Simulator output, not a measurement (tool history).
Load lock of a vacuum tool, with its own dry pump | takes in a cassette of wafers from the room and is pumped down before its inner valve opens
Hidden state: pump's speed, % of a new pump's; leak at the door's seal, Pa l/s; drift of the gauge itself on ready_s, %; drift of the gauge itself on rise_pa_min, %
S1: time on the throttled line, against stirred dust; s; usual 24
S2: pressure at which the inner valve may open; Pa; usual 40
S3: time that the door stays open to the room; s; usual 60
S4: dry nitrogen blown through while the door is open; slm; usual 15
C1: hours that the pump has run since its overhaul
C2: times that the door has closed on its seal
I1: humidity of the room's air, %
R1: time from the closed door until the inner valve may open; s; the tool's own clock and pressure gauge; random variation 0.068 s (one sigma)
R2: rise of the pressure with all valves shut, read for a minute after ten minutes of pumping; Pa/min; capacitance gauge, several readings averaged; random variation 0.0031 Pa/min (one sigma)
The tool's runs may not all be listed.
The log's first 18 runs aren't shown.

Run 19, hour 1840.0: usual settings; C1 3240; C2 27388; I1 43.8. Result: R1 32.52 s, R2 0.234 Pa/min.
Run 20, hour 1968.9: usual settings but S1 48 s, S4 9 slm; C1 3369; C2 27820; I1 45.3. Result: R1 54.35 s, R2 0.253 Pa/min.
Run 21, hour 2076.0: usual settings but S1 48 s, S4 9 slm; C1 3476; C2 28179; I1 45.4. Result: R1 54.09 s, R2 0.261 Pa/min.
Run 22, hour 2162.7: usual settings but S3 72 s, S4 21 slm; C1 3563; C2 28469; I1 42.8. Result: R1 32.55 s, R2 0.248 Pa/min.
Run 23, hour 2238.2: usual settings but S2 72 Pa, S3 175 s; C1 3638; C2 28722; I1 46.9. Result: R1 31.75 s, R2 0.287 Pa/min.
Run 24, hour 2347.0: usual settings but S2 29 Pa, S3 179 s; C1 3747; C2 29087; I1 47.0. Result: R1 33.05 s, R2 0.289 Pa/min.
Run 25, hour 2491.4: usual settings but S2 29 Pa, S3 179 s; C1 3892; C2 29571; I1 47.7. Result: R1 33.07 s, R2 0.299 Pa/min.
Run 26, hour 2553.0: usual settings but S1 36 s, S2 60 Pa, S3 73 s, S4 8 slm; C1 3953; C2 29777; I1 43.9. Result: R1 42.67 s, R2 0.286 Pa/min.
Run 27, hour 2691.8: usual settings but S1 39 s, S2 60 Pa, S3 73 s, S4 18 slm; C1 4092; C2 30242; I1 41.0. Result: R1 45.41 s, R2 0.268 Pa/min.
Run 28, hour 2785.8: usual settings but S1 41 s, S2 60 Pa, S3 73 s, S4 18 slm; C1 4186; C2 30557; I1 47.7. Result: R1 47.41 s, R2 0.282 Pa/min.
Run 29, hour 2854.4: usual settings but S1 41 s, S2 55 Pa, S3 218 s, S4 18 slm; C1 4254; C2 30787; I1 44.5. Result: R1 47.43 s, R2 0.310 Pa/min.
Run 30, hour 2987.8: usual settings but S1 41 s, S2 42 Pa, S3 218 s, S4 18 slm; C1 4388; C2 31234; I1 43.9. Result: R1 47.80 s, R2 0.301 Pa/min.
Run 31, hour 3137.9: usual settings but S1 41 s, S2 42 Pa, S3 218 s, S4 18 slm; C1 4538; C2 31737; I1 44.7. Result: R1 47.84 s, R2 0.302 Pa/min.
Run 32, hour 3213.5: usual settings but S3 108 s; C1 4614; C2 31990; I1 44.2. Result: R1 32.67 s, R2 0.299 Pa/min.
Run 33, hour 3280.3: usual settings but S3 30 s; C1 4680; C2 32214; I1 44.6. Result: R1 32.58 s, R2 0.283 Pa/min.
Run 34, hour 3392.5: usual settings but S1 23 s, S4 4 slm; C1 4793; C2 32590; I1 51.0. Result: R1 31.71 s, R2 0.324 Pa/min.
Run 35, hour 3501.9: usual settings but S1 23 s, S4 4 slm; C1 4902; C2 32957; I1 45.5. Result: R1 31.74 s, R2 0.325 Pa/min.
Run 36, hour 3604.9: usual settings but S1 44 s, S2 52 Pa, S4 39 slm; C1 5005; C2 33302; I1 46.3. Result: R1 50.23 s, R2 0.286 Pa/min.
Run 37, hour 3747.8: usual settings but S1 32 s, S2 70 Pa, S3 27 s, S4 16 slm; C1 5148; C2 33781; I1 43.6. Result: R1 39.09 s, R2 0.292 Pa/min.
Run 38, hour 3836.8: usual settings but S1 26 s, S2 70 Pa, S3 65 s, S4 16 slm; C1 5237; C2 34079; I1 46.9. Result: R1 33.68 s, R2 0.314 Pa/min.

Forecast each of these 3 alternatives for the next run:
Run A, hour 3937.4: usual settings but S1 20 s, S2 28 Pa, S3 182 s; C1 5338; C2 34416; I1 47.4. Result: R1 ?, R2 ?.
Run B, hour 3937.4: usual settings but S1 40 s, S2 74 Pa, S4 8 slm; C1 5338; C2 34416; I1 45.3. Result: R1 ?, R2 ?.
Run C, hour 3937.4: usual settings but S1 22 s, S2 70 Pa, S3 65 s, S4 19 slm; C1 5338; C2 34416; I1 41.5. Result: R1 ?, R2 ?.

run     R1     R2
  A  29.57  0.342
  B  46.17  0.327
  C  29.91  0.314
Without the tool's hidden state the same runs would have given:
run     R1     R2
  A  29.47  0.101
  B  46.11  0.084
  C  29.83  0.071
